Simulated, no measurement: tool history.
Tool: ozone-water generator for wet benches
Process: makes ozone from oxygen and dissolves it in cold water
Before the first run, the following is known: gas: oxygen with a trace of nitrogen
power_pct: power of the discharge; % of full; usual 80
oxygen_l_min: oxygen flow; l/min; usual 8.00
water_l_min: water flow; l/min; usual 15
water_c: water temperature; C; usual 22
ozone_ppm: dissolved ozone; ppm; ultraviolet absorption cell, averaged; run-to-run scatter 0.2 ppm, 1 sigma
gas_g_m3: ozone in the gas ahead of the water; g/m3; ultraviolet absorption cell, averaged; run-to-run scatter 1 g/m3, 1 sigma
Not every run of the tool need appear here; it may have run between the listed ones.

Run 1, day 0.000: usual settings. Result: ozone_ppm 28.0 ppm, gas_g_m3 177.7 g/m3.
Run 2, day 6.129: usual settings. Result: ozone_ppm 28.4 ppm, gas_g_m3 179.5 g/m3.
Run 3, day 10.654: usual settings. Result: ozone_ppm 27.9 ppm, gas_g_m3 178.7 g/m3.
Run 4, day 16.029: usual settings but water_c 14 C. Result: ozone_ppm 33.1 ppm, gas_g_m3 177.3 g/m3.
Run 5, day 23.154: usual settings but water_c 14 C. Result: ozone_ppm 33.4 ppm, gas_g_m3 178.7 g/m3.
Run 6, day 28.688: usual settings but water_c 14 C. Result: ozone_ppm 32.7 ppm, gas_g_m3 179.2 g/m3.
Run 7, day 32.454: usual settings but oxygen_l_min 4.72 l/min. Result: ozone_ppm 32.5 ppm, gas_g_m3 254.5 g/m3.
Run 8, day 37.000: usual settings. Result: ozone_ppm 28.3 ppm, gas_g_m3 179.9 g/m3.
Run 9, day 44.675: usual settings. Result: ozone_ppm 28.2 ppm, gas_g_m3 178.3 g/m3.
Run 10, day 50.721: usual settings. Result: ozone_ppm 28.1 ppm, gas_g_m3 178.8 g/m3.
Run 11, day 55.283: usual settings but water_l_min 17 l/min. Result: ozone_ppm 26.1 ppm, gas_g_m3 178.9 g/m3.
Run 12, day 63.392: usual settings but water_l_min 17 l/min. Result: ozone_ppm 26.2 ppm, gas_g_m3 178.4 g/m3.
Run 13, day 70.300: usual settings but water_l_min 17 l/min. Result: ozone_ppm 25.7 ppm, gas_g_m3 178.6 g/m3.
Run 14, day 75.067: usual settings but water_l_min 17 l/min. Result: ozone_ppm 25.9 ppm, gas_g_m3 179.4 g/m3.
Run 15, day 83.154: usual settings but water_l_min 17 l/min. Result: ozone_ppm 26.1 ppm, gas_g_m3 179.2 g/m3.
Run 16, day 88.179: usual settings. Result: ozone_ppm 28.2 ppm, gas_g_m3 179.8 g/m3.
Run 17, day 95.771: usual settings. Result: ozone_ppm 28.2 ppm, gas_g_m3 180.0 g/m3.
Run 18, day 103.842: usual settings but power_pct 40 % of full, oxygen_l_min 8.99 l/min, water_l_min 11 l/min, water_c 29 C. Result: ozone_ppm 14.7 ppm, gas_g_m3 93.1 g/m3.
Run 19, day 109.729: usual settings but oxygen_l_min 4.73 l/min, water_l_min 22 l/min. Result: ozone_ppm 23.5 ppm, gas_g_m3 254.1 g/m3.
Run 20, day 114.075: usual settings but water_l_min 13 l/min, water_c 18 C. Result: ozone_ppm 33.5 ppm, gas_g_m3 180.8 g/m3.
Run 21, day 119.438: usual settings but water_l_min 13 l/min, water_c 18 C. Result: ozone_ppm 33.2 ppm, gas_g_m3 180.2 g/m3.
Run 22, day 125.746: usual settings but water_c 18 C. Result: ozone_ppm 30.6 ppm, gas_g_m3 178.6 g/m3.
Run 23, day 129.412: usual settings but water_c 18 C. Result: ozone_ppm 30.6 ppm, gas_g_m3 180.4 g/m3.
Run 24, day 134.454: usual settings but power_pct 40 % of full, oxygen_l_min 8.21 l/min, water_c 24 C. Result: ozone_ppm 14.7 ppm, gas_g_m3 97.0 g/m3.
Run 25, day 142.579: usual settings but power_pct 99 % of full, water_c 27 C. Result: ozone_ppm 30.6 ppm, gas_g_m3 217.5 g/m3.
Run 26, day 150.417: usual settings but power_pct 99 % of full, water_l_min 24 l/min, water_c 15 C. Result: ozone_ppm 27.3 ppm, gas_g_m3 219.8 g/m3.
Run 27, day 157.354: usual settings but power_pct 99 % of full, water_l_min 24 l/min, water_c 15 C. Result: ozone_ppm 27.5 ppm, gas_g_m3 217.8 g/m3.
Run 28, day 165.333: usual settings but power_pct 99 % of full, oxygen_l_min 6.08 l/min, water_c 17 C. Result: ozone_ppm 39.9 ppm, gas_g_m3 260.5 g/m3.
Run 29, day 172.042: usual settings but power_pct 99 % of full, oxygen_l_min 6.08 l/min, water_c 17 C. Result: ozone_ppm 40.2 ppm, gas_g_m3 258.7 g/m3.
Run 30, day 176.862: usual settings but power_pct 99 % of full, oxygen_l_min 6.08 l/min, water_c 17 C. Result: ozone_ppm 39.5 ppm, gas_g_m3 258.4 g/m3.
Run 31, day 184.896: usual settings but power_pct 78 % of full, oxygen_l_min 4.71 l/min, water_c 17 C. Result: ozone_ppm 34.4 ppm, gas_g_m3 251.5 g/m3.
Run 32, day 190.133: usual settings but power_pct 78 % of full, oxygen_l_min 4.71 l/min, water_c 17 C. Result: ozone_ppm 34.1 ppm, gas_g_m3 252.1 g/m3.
Run 33, day 196.162: usual settings but power_pct 55 % of full, oxygen_l_min 6.91 l/min. Result: ozone_ppm 21.7 ppm, gas_g_m3 146.8 g/m3.
Run 34, day 199.692: usual settings but power_pct 55 % of full, oxygen_l_min 6.91 l/min. Result: ozone_ppm 21.5 ppm, gas_g_m3 144.6 g/m3.

Missing from the log above: 1 entry noted between runs. For each, name the pair of listed runs it sits between and say how the tool's hidden condition differs from the listed run just before to the listed run just after:
Between runs 17 and 18: contactor cleaned (day 102.583)
  contactor's efficiency, % of a clean one's: 99.6 -> 100; drift of the gauge itself on gas_g_m3, %: 1.1 -> 1.19
  measured value less the no-hidden-state value, gas_g_m3: +1.7 -> +1.0 g/m3

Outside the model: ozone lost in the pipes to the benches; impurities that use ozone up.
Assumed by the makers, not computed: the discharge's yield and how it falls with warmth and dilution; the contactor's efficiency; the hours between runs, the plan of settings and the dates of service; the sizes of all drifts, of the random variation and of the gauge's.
